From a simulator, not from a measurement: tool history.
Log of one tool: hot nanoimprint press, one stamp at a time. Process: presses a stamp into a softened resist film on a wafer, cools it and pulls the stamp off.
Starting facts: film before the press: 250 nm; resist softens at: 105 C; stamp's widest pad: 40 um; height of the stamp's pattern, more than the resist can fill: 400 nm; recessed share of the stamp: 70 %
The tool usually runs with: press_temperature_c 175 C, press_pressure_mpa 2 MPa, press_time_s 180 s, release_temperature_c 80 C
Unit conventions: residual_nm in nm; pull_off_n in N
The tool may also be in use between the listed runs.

run 1 hour=0 | press_temperature_c=175 press_pressure_mpa=2 press_time_s=180 release_temperature_c=80 | residual_nm=105.7 pull_off_n=259
run 2 hour=20.1 | press_temperature_c=175 press_pressure_mpa=2 press_time_s=180 release_temperature_c=84 | residual_nm=106.6 pull_off_n=226
run 3 hour=38.7 | press_temperature_c=175 press_pressure_mpa=2 press_time_s=180 release_temperature_c=75 | residual_nm=106.7 pull_off_n=295
run 4 hour=63.7 | press_temperature_c=175 press_pressure_mpa=2 press_time_s=180 release_temperature_c=75 | residual_nm=106.9 pull_off_n=284
run 5 hour=81.8 | press_temperature_c=175 press_pressure_mpa=1.83 press_time_s=180 release_temperature_c=75 | residual_nm=109.1 pull_off_n=306
run 6 hour=103.9 | press_temperature_c=175 press_pressure_mpa=1.83 press_time_s=180 release_temperature_c=75 | residual_nm=112.3 pull_off_n=296

What does the tool deliver on the next run?
run 7 hour=118.8 | press_temperature_c=168 press_pressure_mpa=2.21 press_time_s=97 release_temperature_c=82 | residual_nm=? pull_off_n=?

{"run 7": {"residual_nm": 169.4, "pull_off_n": 265}}
On a tool with no hidden condition, and with the same random variation, this run would have come out at residual_nm 161.4 nm, pull_off_n 225 N.
